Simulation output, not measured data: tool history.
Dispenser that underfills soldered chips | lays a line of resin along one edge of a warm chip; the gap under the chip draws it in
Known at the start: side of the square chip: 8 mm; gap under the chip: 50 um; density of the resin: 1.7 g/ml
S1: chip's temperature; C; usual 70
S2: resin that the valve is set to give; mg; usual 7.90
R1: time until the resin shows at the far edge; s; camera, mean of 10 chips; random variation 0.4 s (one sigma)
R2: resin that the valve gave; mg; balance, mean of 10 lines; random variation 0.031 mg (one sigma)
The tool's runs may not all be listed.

run   hour  S1     S2    R1     R2
  1    0.0  70   7.90  31.5   7.90
       3.4  -- new syringe of resin
      11.6  -- new syringe of resin
  2   13.2  70   7.90  26.1   7.83
      19.7  -- new syringe of resin
  3   21.8  70   7.37  28.3   7.27
      27.6  -- new syringe of resin
  4   31.2  62   7.90  44.4   7.76
      35.5  -- new syringe of resin
  5   41.3  62   7.90  47.5   7.81
      43.7  -- new syringe of resin
      51.8  -- new syringe of resin
  6   54.5  70   8.45  27.1   8.32
      60.0  -- new syringe of resin
  7   64.1  70   8.45  29.2   8.25
      68.3  -- new syringe of resin
  8   72.4  70   8.45  29.6   8.29
      76.3  -- new syringe of resin
      84.1  -- new syringe of resin
  9   84.1  70   7.90  25.1   7.69
      92.0  -- new syringe of resin
 10   95.7  70   7.90  28.9   7.68
     100.4  -- new syringe of resin
 11  103.3  70   9.27  28.2   8.99
     108.2  -- new syringe of resin
 12  114.1  70   9.27  32.0   8.98
     116.2  -- new syringe of resin
 13  121.1  78   7.47  20.6   7.23
     123.9  -- new syringe of resin
     132.0  -- new syringe of resin
 14  132.8  83   7.90  13.8   7.60
     140.4  -- new syringe of resin
 15  141.4  73  10.11  22.4   9.73
     145.7  -- stage's temperature calibrated
     149.5  -- new syringe of resin
 16  151.4  84   7.44  14.8   7.14
     157.6  -- new syringe of resin
 17  159.5  76   6.89  21.5   6.57
     166.0  -- new syringe of resin
     172.7  -- dispensing valve cleaned and set on the balance
 18  173.8  58   8.21  64.9   8.19
     174.9  -- new syringe of resin
     183.0  -- new syringe of resin
 19  184.1  73   7.89  23.8   7.92
     190.7  -- new syringe of resin
 20  190.7  65  10.05  34.6  10.03
     198.6  -- new syringe of resin
 21  198.6  57   9.42  52.3   9.41
     206.5  -- new syringe of resin
 22  206.5  83   6.76  13.9   6.72
     214.8  -- new syringe of resin
 23  218.5  74   6.80  25.5   6.72
     223.0  -- new syringe of resin
 24  227.0  68   9.93  32.9   9.79

Hidden state or all else? Some run-to-run changes of R1, split into what the settings, what came in and random variation would give without the hidden state, and what is left for the hidden state (with any gauge scatter that isn't in both results):
The hidden state here: resin's viscosity, % of fresh resin's; dose that the valve gives, % of what is set; true chip temperature over the reading, C; drift of the gauge itself on fill_s, %; drift of the gauge itself on given_mg, %.
Run 17 -> 18: S1 76 -> 58, S2 6.89 -> 8.21, new syringe of resin, dispensing valve cleaned and set on the balance. R1 +43.4 s: hidden state +11.7, all else +31.7.
Run 18 -> 19: S1 58 -> 73, S2 8.21 -> 7.89, new syringe of resin, new syringe of resin. R1 -41.1 s: hidden state -12.3, all else -28.8.
